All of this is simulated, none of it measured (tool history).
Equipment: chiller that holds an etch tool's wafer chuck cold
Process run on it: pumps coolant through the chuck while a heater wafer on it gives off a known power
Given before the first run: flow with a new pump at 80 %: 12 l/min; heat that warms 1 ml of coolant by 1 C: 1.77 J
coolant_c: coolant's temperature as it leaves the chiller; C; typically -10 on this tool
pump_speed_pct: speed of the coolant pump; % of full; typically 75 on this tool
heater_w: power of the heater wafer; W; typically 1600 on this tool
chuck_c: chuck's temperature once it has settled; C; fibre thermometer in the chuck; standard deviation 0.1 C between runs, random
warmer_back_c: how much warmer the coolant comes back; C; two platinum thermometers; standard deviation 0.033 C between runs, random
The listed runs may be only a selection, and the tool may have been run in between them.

run    hour  coolant_c  pump_speed_pct  heater_w  chuck_c  warmer_back_c
  1     0.0        -10              75      1600      8.0           5.03
  2    95.2        -11              75      1600      7.1           5.00
  3   181.0        -10              75      1600      8.1           5.04
  4   319.7        -10              75      2336     16.7           7.38
  5   454.8        -10              75      2336     16.8           7.40
  6   526.3        -10              75      1600      8.7           5.03
  7   628.6        -10              70      1600      9.8           5.45
  8   700.2        -18              75      1600      0.9           5.10
  9   773.7        -18              75      1600      0.9           5.12
 10   870.8        -10              75      2280     16.9           7.25
 11   965.1        -10              75      2280     17.3           7.40
 12  1044.7        -10              75      1600      9.3           5.22
 13  1106.3        -10              94      1600      6.1           4.18
 14  1244.0        -10              94      1600      6.3           4.19
     1253.8  -- chiller's thermometer calibrated
 15  1330.3        -10              84      1600      8.1           4.62
 16  1474.6        -10              99      1600      5.9           3.96
 17  1621.9         -6              75      1600     14.2           5.24
 18  1688.0        -13              75      1137      1.7           3.70
 19  1796.7        -10              96      1867      9.4           4.84
 20  1896.9        -12              75       999      1.1           3.37
     2025.3  -- chiller's thermometer calibrated, once more
     2044.8  -- coolant changed, channels flushed
 21  2054.1        -12              75       999     -1.0           3.38
 22  2136.6        -12              75       999     -1.0           3.37
 23  2234.7        -12              75       999     -1.0           3.31
 24  2348.3         -8              75       999      3.2           3.35
 25  2470.4        -10              72      1263      4.7           4.45
     2510.6  -- coolant pump overhauled
 26  2569.1        -10              82      1734      6.8           4.83
 27  2647.5        -10              67      1600      8.4           5.48
 28  2723.0        -10              67      1600      8.5           5.43
 29  2856.9        -10              74      1600      7.0           4.89
 30  2930.3        -10              74      1600      7.0           4.93
 31  3033.7        -10              74      1600      7.5           4.99

Had the tool no unlogged condition, and each run kept its random variation, what would the results have been?
Hidden state at play: heat passed by the chuck's channels, % of clean ones'; flow at a given pump speed, % of a new pump's; coolant's true temperature over the reading, C; drift of the gauge itself on chuck_c, C; drift of the gauge itself on warmer_back_c, C.
run  chuck_c  warmer_back_c
  1      6.2           4.86
  2      5.2           4.82
  3      6.1           4.84
  4     13.7           7.07
  5     13.5           7.05
  6      6.3           4.78
  7      7.1           5.17
  8     -1.7           4.82
  9     -1.9           4.83
 10     13.0           6.82
 11     13.2           6.95
 12      6.1           4.89
 13      3.4           3.90
 14      3.4           3.90
 15      4.8           4.28
 16      2.8           3.66
 17     10.2           4.81
 18     -1.4           3.39
 19      5.3           4.43
 20     -1.9           3.07
 21     -1.8           3.07
 22     -1.9           3.05
 23     -2.1           2.98
 24      2.1           3.00
 25      3.1           3.98
 26      6.3           4.80
 27      7.8           5.43
 28      7.8           5.37
 29      6.2           4.82
 30      6.1           4.85
 31      6.5           4.89

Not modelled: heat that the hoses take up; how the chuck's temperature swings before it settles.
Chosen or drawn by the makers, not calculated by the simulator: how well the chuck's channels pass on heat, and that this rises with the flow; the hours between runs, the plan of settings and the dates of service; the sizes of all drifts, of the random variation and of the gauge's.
